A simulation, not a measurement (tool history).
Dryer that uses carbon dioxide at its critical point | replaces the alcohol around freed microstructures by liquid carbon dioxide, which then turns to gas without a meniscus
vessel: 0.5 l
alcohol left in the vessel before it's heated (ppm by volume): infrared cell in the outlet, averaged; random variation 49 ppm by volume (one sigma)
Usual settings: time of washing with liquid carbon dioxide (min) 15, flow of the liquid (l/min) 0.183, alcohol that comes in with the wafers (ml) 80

run,hour,time of washing with liquid carbon dioxide (min),flow of the liquid (l/min),alcohol that comes in with the wafers (ml),alcohol left in the vessel before it's heated (ppm by volume)
1,0.0,15,0.183,80,4336
2,8.3,15,0.183,80,4216
3,20.1,15,0.183,80,4219
4,26.1,15,0.183,80,4226
5,39.6,15,0.267,80,730
6,50.5,15,0.267,80,765
7,57.4,15,0.267,80,773
8,69.6,15,0.267,80,774
9,76.6,15,0.267,80,777
10,86.9,15,0.183,80,4523
11,92.7,15,0.183,80,4504
12,101.3,15,0.183,80,4542
13,112.8,15,0.183,80,4520
14,120.7,15,0.183,80,4629
15,133.2,15,0.183,80,4813
16,142.2,15,0.183,80,4712
17,153.5,15,0.183,105,6188

Forecast run 18:
18,166.2,15,0.183,41,?

{"run 18": {"alcohol left in the vessel before it's heated (ppm by volume)": 2459}}
Without the tool's hidden state the same run would have given alcohol left in the vessel before it's heated (ppm by volume) 1632.
